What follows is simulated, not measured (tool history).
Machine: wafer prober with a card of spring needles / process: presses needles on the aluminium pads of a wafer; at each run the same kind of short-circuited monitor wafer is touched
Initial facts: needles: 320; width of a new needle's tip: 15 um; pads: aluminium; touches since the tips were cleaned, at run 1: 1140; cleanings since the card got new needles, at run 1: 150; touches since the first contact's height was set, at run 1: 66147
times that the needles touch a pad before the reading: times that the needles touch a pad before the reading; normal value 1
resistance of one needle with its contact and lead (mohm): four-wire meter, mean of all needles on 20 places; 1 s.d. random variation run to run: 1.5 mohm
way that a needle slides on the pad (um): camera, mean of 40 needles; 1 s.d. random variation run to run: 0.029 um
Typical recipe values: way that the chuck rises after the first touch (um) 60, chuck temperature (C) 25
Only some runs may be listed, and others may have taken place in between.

run	hour	way that the chuck rises after the first touch (um)	chuck temperature (C)	times that the needles touch a pad before the reading	touches since the tips were cleaned	cleanings since the card got new needles	touches since the first contact's height was set	resistance of one needle with its contact and lead (mohm)	way that a needle slides on the pad (um)
1	0	60	25	1	1140	150	66147	239	7.61
# hour 2.9: tips cleaned on abrasive film
# hour 9.8: tips cleaned on abrasive film
# hour 15.4: tips cleaned on abrasive film
# hour 22.4: tips cleaned on abrasive film
# hour 29.4: tips cleaned on abrasive film
# hour 36.4: tips cleaned on abrasive film
# hour 42: tips cleaned on abrasive film
# hour 47.6: tips cleaned on abrasive film
2	51.8	60	25	1	1173	158	80322	241	7.34
# hour 53.3: tips cleaned on abrasive film
# hour 60.3: tips cleaned on abrasive film
# hour 67.3: tips cleaned on abrasive film
# hour 72.9: tips cleaned on abrasive film
# hour 79.9: tips cleaned on abrasive film
3	83.1	60	25	1	877	163	88860	240	7.36
# hour 85.9: tips cleaned on abrasive film
# hour 91.5: tips cleaned on abrasive film
# hour 97.1: tips cleaned on abrasive film
# hour 104.1: tips cleaned on abrasive film
# hour 109.7: tips cleaned on abrasive film
# hour 116.7: tips cleaned on abrasive film
# hour 122.3: tips cleaned on abrasive film
# hour 124: height of the first contact set anew
# hour 129.6: tips cleaned on abrasive film
# hour 136.6: tips cleaned on abrasive film
# hour 143.6: tips cleaned on abrasive film
4	146	70	25	1	681	173	6035	232	9.1
# hour 150.2: tips cleaned on abrasive film
# hour 155.8: tips cleaned on abrasive film
# hour 161.4: tips cleaned on abrasive film
# hour 167: tips cleaned on abrasive film
# hour 174: tips cleaned on abrasive film
# hour 179.6: tips cleaned on abrasive film
# hour 185.2: tips cleaned on abrasive film
# hour 192.2: tips cleaned on abrasive film
# hour 199.2: tips cleaned on abrasive film
5	202	60	25	1	790	182	21356	238	7.76
# hour 204.9: tips cleaned on abrasive film
# hour 210.5: tips cleaned on abrasive film
# hour 216.1: tips cleaned on abrasive film
# hour 223.1: tips cleaned on abrasive film
# hour 230.1: tips cleaned on abrasive film
# hour 235.7: tips cleaned on abrasive film
6	241.2	60	25	1	1522	188	32053	243	7.7
# hour 242.6: tips cleaned on abrasive film
# hour 249.6: tips cleaned on abrasive film
# hour 256.6: tips cleaned on abrasive film
# hour 263.6: tips cleaned on abrasive film
# hour 269.2: tips cleaned on abrasive film, once more
# hour 276.2: tips cleaned on abrasive film
# hour 281.8: tips cleaned on abrasive film
# hour 288.8: tips cleaned on abrasive film
# hour 294.4: tips cleaned on abrasive film
# hour 301.3: tips cleaned on abrasive film
7	304.1	60	25	1	762	198	49258	237	7.57
# hour 308.3: tips cleaned on abrasive film
# hour 315.3: tips cleaned on abrasive film
# hour 320.9: tips cleaned on abrasive film
# hour 327.9: tips cleaned on abrasive film
# hour 333.5: tips cleaned on abrasive film
8	335.8	60	25	2	642	203	57931	235	7.55
# hour 340: tips cleaned on abrasive film
# hour 345.6: tips cleaned on abrasive film
# hour 351.2: tips cleaned on abrasive film
# hour 363.2: card fitted with new needles
# hour 370.2: tips cleaned on abrasive film
# hour 377.2: tips cleaned on abrasive film
# hour 384.2: tips cleaned on abrasive film
# hour 389.8: tips cleaned on abrasive film
# hour 396.8: tips cleaned on abrasive film
# hour 402.4: tips cleaned on abrasive film
9	405.1	60	25	2	768	6	11475	230	7.75
# hour 408.2: tips cleaned on abrasive film
# hour 413.9: tips cleaned on abrasive film
# hour 420.8: tips cleaned on abrasive film
# hour 427.8: tips cleaned on abrasive film
# hour 434.8: tips cleaned on abrasive film
# hour 441.8: tips cleaned on abrasive film
10	444	60	25	2	620	12	22107	227	7.68
# hour 448.2: tips cleaned on abrasive film
# hour 453.9: tips cleaned on abrasive film
# hour 460.8: tips cleaned on abrasive film
# hour 466.4: tips cleaned on abrasive film
# hour 472: tips cleaned on abrasive film
# hour 479: tips cleaned on abrasive film
# hour 484.6: tips cleaned on abrasive film
11	487.7	41	30	3	846	19	34043	238	5.2
# hour 490.5: tips cleaned on abrasive film
# hour 497.5: tips cleaned on abrasive film
# hour 504.5: tips cleaned on abrasive film
# hour 511.5: tips cleaned on abrasive film
# hour 518.4: tips cleaned on abrasive film
# hour 524.1: tips cleaned on abrasive film
# hour 531: tips cleaned on abrasive film
# hour 536.6: tips cleaned on abrasive film
12	542	60	57	2	1481	27	48906	236	7.67
# hour 543.5: tips cleaned on abrasive film
# hour 549.1: tips cleaned on abrasive film
# hour 556: tips cleaned on abrasive film
# hour 561.6: tips cleaned on abrasive film
# hour 567.3: tips cleaned on abrasive film
# hour 574.2: tips cleaned on abrasive film
# hour 579.8: tips cleaned on abrasive film
# hour 585.4: tips cleaned on abrasive film
# hour 591.1: tips cleaned on abrasive film
# hour 598: tips cleaned on abrasive film
13	598.2	80	57	3	54	37	64256	230	10.13
# hour 603.8: tips cleaned on abrasive film
# hour 609.4: tips cleaned on abrasive film
# hour 616.4: tips cleaned on abrasive film
# hour 622: tips cleaned on abrasive film
# hour 629: tips cleaned on abrasive film
# hour 636: tips cleaned on abrasive film
# hour 643: tips cleaned on abrasive film
# hour 649.9: tips cleaned on abrasive film
# hour 656.9: tips cleaned on abrasive film
14	660.4	80	56	2	979	46	81292	231	10.07
# hour 663.3: tips cleaned on abrasive film
# hour 670.3: tips cleaned on abrasive film
# hour 675.9: tips cleaned on abrasive film
# hour 682.9: tips cleaned on abrasive film
# hour 689.9: tips cleaned on abrasive film
# hour 696.8: tips cleaned on abrasive film
# hour 703.8: tips cleaned on abrasive film
# hour 710.8: tips cleaned on abrasive film
# hour 716.4: tips cleaned on abrasive film
15	720.6	56	56	1	1174	55	97763	245	6.89
# hour 722.1: tips cleaned on abrasive film
# hour 727.7: tips cleaned on abrasive film
# hour 729.4: height of the first contact set anew
# hour 735: tips cleaned on abrasive film
# hour 742: tips cleaned on abrasive film
# hour 749: tips cleaned on abrasive film
# hour 755.9: tips cleaned on abrasive film
# hour 761.6: tips cleaned on abrasive film
# hour 768.5: tips cleaned on abrasive film
# hour 774.1: tips cleaned on abrasive film
16	779	60	72	1	1359	64	13596	244	7.76
# hour 780.5: tips cleaned on abrasive film
# hour 786.1: tips cleaned on abrasive film
# hour 793.1: tips cleaned on abrasive film
# hour 798.7: tips cleaned on abrasive film
# hour 804.3: tips cleaned on abrasive film
# hour 811.3: tips cleaned on abrasive film
17	815.2	60	72	1	1076	70	23466	246	7.73
# hour 818: tips cleaned on abrasive film
# hour 825: tips cleaned on abrasive film
# hour 832: tips cleaned on abrasive film
# hour 839: tips cleaned on abrasive film
# hour 844.6: tips cleaned on abrasive film
18	844.6	60	72	1	0	75	31502	236	7.73
# hour 850.3: tips cleaned on abrasive film
# hour 855.9: tips cleaned on abrasive film
# hour 862.8: tips cleaned on abrasive film
# hour 869.8: tips cleaned on abrasive film
# hour 875.4: tips cleaned on abrasive film
# hour 882.4: tips cleaned on abrasive film
# hour 888: tips cleaned on abrasive film
# hour 895: tips cleaned on abrasive film
# hour 900.6: tips cleaned on abrasive film
19	902.5	69	114	2	517	84	47334	247	8.77
# hour 906.7: tips cleaned on abrasive film
# hour 913.7: tips cleaned on abrasive film
# hour 920.7: tips cleaned on abrasive film
# hour 927.7: tips cleaned on abrasive film
# hour 933.3: tips cleaned on abrasive film
# hour 940.2: tips cleaned on abrasive film
20	942.9	44	30	2	751	90	58411	241	5.5

Subtracting, for every run, the result it would have given without the tool's unlogged condition from the measured result gives the following. The same run-to-run variation enters both numbers; the gauge's scatter may not:
What the log doesn't record here: debris on the tips, nm; way that the needles fall short of the set height, um; tips' diameter, um; drift of the gauge itself on contact_mohm, %; drift of the gauge itself on scrub_um, %.
run	resistance of one needle with its contact and lead (mohm)	way that a needle slides on the pad (um)
1	+14	-0.26
2	+18	-0.47
3	+15	-0.5
4	+9	-0.02
5	+13	-0.08
6	+19	-0.14
7	+15	-0.22
8	+10	-0.24
9	+4	-0.04
10	+3	-0.09
11	+5	-0.14
12	+7	-0.2
13	+1	-0.26
14	+4	-0.34
15	+13	-0.41
16	+11	-0.04
17	+10	-0.09
18	+2	-0.12
19	+4	-0.19
20	+11	-0.24
